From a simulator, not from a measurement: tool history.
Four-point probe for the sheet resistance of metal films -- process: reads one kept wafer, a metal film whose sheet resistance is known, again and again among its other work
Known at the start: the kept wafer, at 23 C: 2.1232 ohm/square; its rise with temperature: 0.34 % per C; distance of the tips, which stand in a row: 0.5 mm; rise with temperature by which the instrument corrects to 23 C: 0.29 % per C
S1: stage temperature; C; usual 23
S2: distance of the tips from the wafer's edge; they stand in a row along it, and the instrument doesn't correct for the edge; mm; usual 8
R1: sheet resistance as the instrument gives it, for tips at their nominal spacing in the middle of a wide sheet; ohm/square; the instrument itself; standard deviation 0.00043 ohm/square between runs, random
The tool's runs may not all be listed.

run	hour	S1	S2	R1
1	0	23	8	2.137182
2	78.6	23	8	2.137034
3	148.5	23	6	2.139986
4	199.6	23	6	2.139686
5	272.1	20	8	2.132948
6	314.1	21	8	2.133048
7	364.8	21	8	2.133686
8	403.7	21	8	2.133514
9	451.1	21	8	2.133094
10	494.3	34	8	2.147344
11	535	34	8	2.146972
# hour 541.1: stage's thermometer calibrated
12	609.1	34	8	2.145976
13	660.4	20	6	2.134249
14	732.7	32	28	2.139422
15	788.8	27	30	2.133818
16	865.7	30	20	2.136955
17	941.3	30	20	2.137129
18	973.8	30	20	2.135938
# hour 1009.6: stage's thermometer calibrated, once more
19	1038.4	30	20	2.139563
20	1104.3	30	20	2.139551
21	1139.6	34	20	2.143632
22	1201.8	34	20	2.143649

5 options for the next run, each taken on its own from the tool as it stands now. Forecast them:
A	1239.1	32	49	?
B	1239.1	34	10	?
C	1239.1	23	7	?
D	1239.1	22	36	?
E	1239.1	29	11	?

run	R1
A	2.139938
B	2.145234
C	2.136431
D	2.130121
E	2.139061
Take away the tool's hidden state, keep each run's random variation, and the runs would have read:
run	R1
A	2.132575
B	2.13786
C	2.129049
D	2.122756
E	2.131691
